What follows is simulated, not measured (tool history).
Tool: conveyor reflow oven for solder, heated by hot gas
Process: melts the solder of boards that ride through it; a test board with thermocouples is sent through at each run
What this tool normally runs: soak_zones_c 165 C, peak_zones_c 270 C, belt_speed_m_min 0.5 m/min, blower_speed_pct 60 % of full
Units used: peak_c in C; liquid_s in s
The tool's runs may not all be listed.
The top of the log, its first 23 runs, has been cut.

| run | day | soak_zones_c | peak_zones_c | belt_speed_m_min | blower_speed_pct | peak_c | liquid_s |
|---|---|---|---|---|---|---|---|
| 24 | 9.508 | 172 | 264 | 0.553 | 80 | 249.4 | 62.7 |
| 25 | 9.854 | 165 | 270 | 0.552 | 60 | 248.5 | 58.2 |
| 26 | 10.404 | 165 | 270 | 0.552 | 60 | 248.5 | 58.2 |
| 27 | 10.688 | 161 | 284 | 0.5 | 50 | 261.2 | 74.5 |
| 28 | 11.175 | 161 | 284 | 0.5 | 50 | 261.4 | 74.8 |
| 29 | 11.521 | 165 | 284 | 0.513 | 60 | 264.1 | 76.3 |
| 30 | 11.954 | 165 | 284 | 0.513 | 60 | 263.7 | 76.5 |
| 31 | 12.508 | 165 | 284 | 0.513 | 60 | 264.4 | 76.5 |

Here are 3 independent what-if runs from the current tool condition. What would each one return?
| A | 12.75 | 170 | 271 | 0.5 | 64 | ? | ? |
| B | 12.75 | 165 | 270 | 0.492 | 60 | ? | ? |
| C | 12.75 | 174 | 270 | 0.5 | 60 | ? | ? |

| run | peak_c | liquid_s |
|---|---|---|
| A | 254.9 | 73.7 |
| B | 252.7 | 71 |
| C | 253.8 | 74.2 |
The same runs, with their run-to-run variation unchanged, on a tool lacking any hidden condition would have given:
| run | peak_c | liquid_s |
|---|---|---|
| A | 257 | 74.8 |
| B | 254.7 | 72.3 |
| C | 255.7 | 75.2 |
